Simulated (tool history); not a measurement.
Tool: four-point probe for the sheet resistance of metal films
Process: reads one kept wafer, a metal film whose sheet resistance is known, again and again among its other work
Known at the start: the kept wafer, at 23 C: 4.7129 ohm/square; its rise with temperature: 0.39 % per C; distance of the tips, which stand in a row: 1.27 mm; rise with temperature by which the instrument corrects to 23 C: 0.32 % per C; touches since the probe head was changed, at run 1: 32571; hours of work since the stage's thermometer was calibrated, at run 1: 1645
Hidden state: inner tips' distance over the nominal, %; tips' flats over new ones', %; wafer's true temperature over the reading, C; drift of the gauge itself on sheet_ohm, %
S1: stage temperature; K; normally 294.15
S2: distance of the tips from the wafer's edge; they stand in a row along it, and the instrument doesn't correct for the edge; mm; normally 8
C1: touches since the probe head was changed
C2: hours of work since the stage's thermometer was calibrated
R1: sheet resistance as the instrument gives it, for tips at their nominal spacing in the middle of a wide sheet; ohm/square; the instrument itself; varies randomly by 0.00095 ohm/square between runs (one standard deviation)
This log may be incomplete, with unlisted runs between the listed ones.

Run 1, hour 0.0: usual settings; C1 32571; C2 1645. Result: R1 4.765461 ohm/square.
Run 2, hour 45.4: usual settings but S1 305.15 K; C1 34066; C2 1672. Result: R1 4.800980 ohm/square.
Run 3, hour 80.3: usual settings but S1 302.15 K; C1 35217; C2 1693. Result: R1 4.791002 ohm/square.
Run 4, hour 111.0: usual settings but S1 302.15 K; C1 36229; C2 1712. Result: R1 4.792644 ohm/square.
Run 5, hour 145.0: usual settings but S1 302.15 K; C1 37348; C2 1732. Result: R1 4.793083 ohm/square.
Run 6, hour 170.2: usual settings but S1 302.15 K; C1 38179; C2 1747. Result: R1 4.792375 ohm/square.
Run 7, hour 212.6: usual settings but S1 302.15 K, S2 15 mm; C1 39576; C2 1773. Result: R1 4.747625 ohm/square.
Run 8, hour 251.6: usual settings but S1 302.15 K, S2 15 mm; C1 40860; C2 1796. Result: R1 4.749400 ohm/square.
Run 9, hour 274.7: usual settings but S1 302.15 K, S2 15 mm; C1 41621; C2 1810. Result: R1 4.748626 ohm/square.
Run 10, hour 311.3: usual settings; C1 42829; C2 1832. Result: R1 4.769130 ohm/square.
Run 11, hour 334.9: usual settings; C1 43606; C2 1846. Result: R1 4.767121 ohm/square.
Run 12, hour 378.6: usual settings; C1 45047; C2 1873. Result: R1 4.768732 ohm/square.
Run 13, hour 415.3: usual settings; C1 46255; C2 1895. Result: R1 4.768558 ohm/square.
Run 14, hour 449.2: usual settings but S2 59 mm; C1 47371; C2 1915. Result: R1 4.706061 ohm/square.
Run 15, hour 475.3: usual settings but S2 59 mm; C1 48230; C2 1931. Result: R1 4.705824 ohm/square.
Run 16, hour 494.0: usual settings but S2 47 mm; C1 48848; C2 1942. Result: R1 4.706804 ohm/square.
Run 17, hour 534.5: usual settings but S2 47 mm; C1 50184; C2 1966. Result: R1 4.708361 ohm/square.
Run 18, hour 553.4: usual settings but S2 47 mm; C1 50806; C2 1978. Result: R1 4.708667 ohm/square.
Run 19, hour 591.6: usual settings but S1 293.15 K, S2 10 mm; C1 52064; C2 2001. Result: R1 4.744086 ohm/square.
Run 20, hour 622.7: usual settings but S1 299.15 K, S2 3 mm; C1 53087; C2 2019. Result: R1 5.135293 ohm/square.

Run 21 has not been measured yet. What should we expect?
Run 21, hour 659.5: usual settings but S1 299.15 K, S2 3 mm; C1 54300; C2 2041. Result: R1 ?.

Logged for run 21: R1 5.135926 ohm/square.
Had the tool carried no hidden state, the very same run would have given R1 5.134737 ohm/square.
